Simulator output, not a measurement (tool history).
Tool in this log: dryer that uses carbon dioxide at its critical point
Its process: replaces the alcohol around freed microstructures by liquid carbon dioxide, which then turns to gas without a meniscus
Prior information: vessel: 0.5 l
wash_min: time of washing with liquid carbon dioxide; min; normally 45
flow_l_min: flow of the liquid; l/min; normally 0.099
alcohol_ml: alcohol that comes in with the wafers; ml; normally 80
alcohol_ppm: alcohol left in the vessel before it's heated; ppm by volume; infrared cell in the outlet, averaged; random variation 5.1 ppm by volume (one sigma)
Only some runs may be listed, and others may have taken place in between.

Run 1, hour 0: usual settings. Result: alcohol_ppm 195 ppm by volume.
Run 2, hour 20.5: usual settings. Result: alcohol_ppm 195 ppm by volume.
Run 3, hour 52.8: usual settings. Result: alcohol_ppm 205 ppm by volume.
Run 4, hour 89.6: usual settings. Result: alcohol_ppm 204 ppm by volume.
Run 5, hour 117.8: usual settings. Result: alcohol_ppm 209 ppm by volume.
Run 6, hour 149.4: usual settings but alcohol_ml 40 ml. Result: alcohol_ppm 176 ppm by volume.
Run 7, hour 179.4: usual settings but alcohol_ml 40 ml. Result: alcohol_ppm 182 ppm by volume.
Run 8, hour 207.9: usual settings. Result: alcohol_ppm 226 ppm by volume.
Run 9, hour 232.1: usual settings but flow_l_min 0.121 l/min. Result: alcohol_ppm 160 ppm by volume.
Run 10, hour 255.1: usual settings but flow_l_min 0.121 l/min. Result: alcohol_ppm 178 ppm by volume.
Run 11, hour 293.2: usual settings but alcohol_ml 62 ml. Result: alcohol_ppm 227 ppm by volume.
Run 12, hour 318.8: usual settings but flow_l_min 0.153 l/min. Result: alcohol_ppm 163 ppm by volume.
Run 13, hour 348.8: usual settings but flow_l_min 0.153 l/min. Result: alcohol_ppm 166 ppm by volume.
Run 14, hour 366: usual settings but flow_l_min 0.153 l/min. Result: alcohol_ppm 153 ppm by volume.
Run 15, hour 385: usual settings but flow_l_min 0.153 l/min. Result: alcohol_ppm 160 ppm by volume.
Run 16, hour 410.5: usual settings but flow_l_min 0.153 l/min. Result: alcohol_ppm 165 ppm by volume.
Run 17, hour 429.6: usual settings but flow_l_min 0.0744 l/min, alcohol_ml 75 ml. Result: alcohol_ppm 800 ppm by volume.
Run 18, hour 456.9: usual settings but wash_min 57 min, flow_l_min 0.079 l/min, alcohol_ml 23 ml. Result: alcohol_ppm 213 ppm by volume.
Run 19, hour 474.4: usual settings but wash_min 57 min, flow_l_min 0.079 l/min, alcohol_ml 23 ml. Result: alcohol_ppm 203 ppm by volume.
Run 20, hour 497.4: usual settings but wash_min 57 min, flow_l_min 0.079 l/min, alcohol_ml 23 ml. Result: alcohol_ppm 222 ppm by volume.
At hour 517.5: inlet filter changed.
Run 21, hour 517.5: usual settings but wash_min 70 min, alcohol_ml 76 ml. Result: alcohol_ppm 183 ppm by volume.
Run 22, hour 538.3: usual settings but wash_min 70 min, alcohol_ml 76 ml. Result: alcohol_ppm 180 ppm by volume.
Run 23, hour 569.2: usual settings but flow_l_min 0.062 l/min, alcohol_ml 76 ml. Result: alcohol_ppm 1211 ppm by volume.
Run 24, hour 608.1: usual settings but wash_min 65 min. Result: alcohol_ppm 195 ppm by volume.
Run 25, hour 629.6: usual settings but wash_min 65 min. Result: alcohol_ppm 178 ppm by volume.
Run 26, hour 660.3: usual settings but wash_min 65 min, alcohol_ml 23 ml. Result: alcohol_ppm 188 ppm by volume.

Alternative continuations, all from the tool just after run 26; predict every row:
Run A, hour 684.8: usual settings but flow_l_min 0.1448 l/min, alcohol_ml 30 ml. Result: alcohol_ppm ?.
Run B, hour 684.8: usual settings but flow_l_min 0.0785 l/min. Result: alcohol_ppm ?.
Run C, hour 684.8: usual settings but wash_min 59 min, alcohol_ml 33 ml. Result: alcohol_ppm ?.

run  alcohol_ppm
  A          198
  B          519
  C          193
Without the tool's hidden state the same runs would have given:
run  alcohol_ppm
  A           11
  B          267
  C            9
